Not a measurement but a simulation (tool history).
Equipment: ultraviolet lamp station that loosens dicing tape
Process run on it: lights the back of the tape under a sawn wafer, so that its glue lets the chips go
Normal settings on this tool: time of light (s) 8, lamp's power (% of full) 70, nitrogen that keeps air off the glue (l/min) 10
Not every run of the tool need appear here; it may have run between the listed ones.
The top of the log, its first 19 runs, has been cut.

run   hour  time of light (s)  lamp's power (% of full)  nitrogen that keeps air off the glue (l/min)  force that peels the tape off (N)  light that reached the tape (J/m2)
 20  182.8                  8                        70                                            10                              0.489                                4100
 21  188.5                  8                        70                                            10                              0.498                                4090
 22    198                  8                        70                                            10                              0.499                                4040
 23  203.8                 15                        70                                            10                              0.114                                7570
 24  210.6                 15                        70                                            10                              0.124                                7600
 25  221.4                 15                        70                                            10                              0.132                                7460
 26  231.9                 15                        70                                             5                              0.224                                7520
 27    244                  7                        98                                             3                              0.809                                4870
 28  257.5                  7                        98                                             3                              0.791                                4860
 29  269.4                  7                        98                                             3                              0.813                                4760
 30    280                  6                        72                                            14                              0.779                                3020
 31  292.6                 10                        67                                            10                              0.394                                4620
 32  305.5                 16                        70                                             5                              0.215                                7580
 33  313.7                  5                        70                                            16                              1.026                                2380
 34  326.8                  5                        70                                             3                              1.989                                2340
 35  336.8                  5                        63                                             8                              1.566                                2080
 36  346.8                  5                        66                                            10                              1.366                                2190
 37  355.8                  5                        97                                             9                              0.855                                3210
 38  362.6                  8                        70                                             3                              1.215                                3640
 39  369.8                  8                        70                                             3                              1.242                                3610
 40  382.7                  8                        70                                            16                              0.478                                3630
 41  395.7                  8                        70                                            16                              0.475                                3630
 42  403.9                  6                        89                                             9                              0.733                                3410
 43  411.5                  8                        66                                             9                               0.75                                3310
 44  421.8                  8                        70                                             5                               0.97                                3530

Forecast each of these 3 alternatives for the next run:
  A  431.8                  8                        70                                            17                                  ?                                   ?
  B  431.8                  8                        62                                            10                                  ?                                   ?
  C  431.8                 10                        68                                            10                                  ?                                   ?

run  force that peels the tape off (N)  light that reached the tape (J/m2)
  A                              0.468                                3500
  B                               0.83                                3110
  C                              0.459                                4280
Without the tool's hidden state the same runs would have given:
run  force that peels the tape off (N)  light that reached the tape (J/m2)
  A                              0.244                                4690
  B                              0.478                                4170
  C                              0.241                                5730
